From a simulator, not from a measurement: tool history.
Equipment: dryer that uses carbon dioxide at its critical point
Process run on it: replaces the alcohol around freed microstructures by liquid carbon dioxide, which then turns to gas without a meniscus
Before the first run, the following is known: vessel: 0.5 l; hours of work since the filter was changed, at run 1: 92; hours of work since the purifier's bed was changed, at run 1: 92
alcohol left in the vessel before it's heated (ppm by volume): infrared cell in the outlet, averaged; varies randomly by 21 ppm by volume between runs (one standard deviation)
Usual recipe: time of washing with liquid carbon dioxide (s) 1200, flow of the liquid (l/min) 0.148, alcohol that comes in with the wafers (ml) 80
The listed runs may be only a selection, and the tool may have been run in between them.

run	hour	time of washing with liquid carbon dioxide (s)	flow of the liquid (l/min)	alcohol that comes in with the wafers (ml)	hours of work since the filter was changed	hours of work since the purifier's bed was changed	alcohol left in the vessel before it's heated (ppm by volume)
1	0.0	1200	0.148	80	92	92	1475
2	5.9	1200	0.174	80	95	95	627
3	13.2	1200	0.148	80	99	99	1493
4	18.2	1200	0.148	80	101	101	1506
5	27.2	1200	0.148	80	105	105	1545
6	38.3	1200	0.148	80	110	110	1561
7	45.8	1200	0.148	52	114	114	997
8	53.3	1200	0.148	43	117	117	828
9	60.5	1200	0.148	43	121	121	843
10	68.6	1200	0.148	43	124	124	848
11	77.6	1200	0.148	80	129	129	1579
12	83.4	780	0.148	79	131	131	7787
13	91.8	780	0.148	79	135	135	7777
14	96.9	1200	0.148	32	138	138	674
15	102.2	1200	0.148	32	140	140	628
16	106.9	1200	0.148	32	142	142	658
17	112.6	1260	0.148	53	145	145	882
18	123.7	1200	0.157	51	150	150	774
19	130.7	1200	0.157	25	154	154	410
20	136.0	1020	0.126	80	156	156	5807
21	146.8	1260	0.165	63	161	161	589
22	156.7	1260	0.165	63	166	166	608

Table of differences, measured result less the result of that run with no hidden state. Run-to-run variation is the same in both. Gauge scatter possibly is not:
Unlogged tool condition in this case: flow that reaches the vessel past the clogged filter, %; alcohol in the recycled carbon dioxide, ppm; drift of the gauge itself on alcohol_ppm, %.
run	alcohol left in the vessel before it's heated (ppm by volume)
1	+172
2	+99
3	+183
4	+187
5	+198
6	+208
7	+146
8	+129
9	+135
10	+137
11	+236
12	+721
13	+736
14	+125
15	+119
16	+127
17	+167
18	+156
19	+101
20	+681
21	+143
22	+151

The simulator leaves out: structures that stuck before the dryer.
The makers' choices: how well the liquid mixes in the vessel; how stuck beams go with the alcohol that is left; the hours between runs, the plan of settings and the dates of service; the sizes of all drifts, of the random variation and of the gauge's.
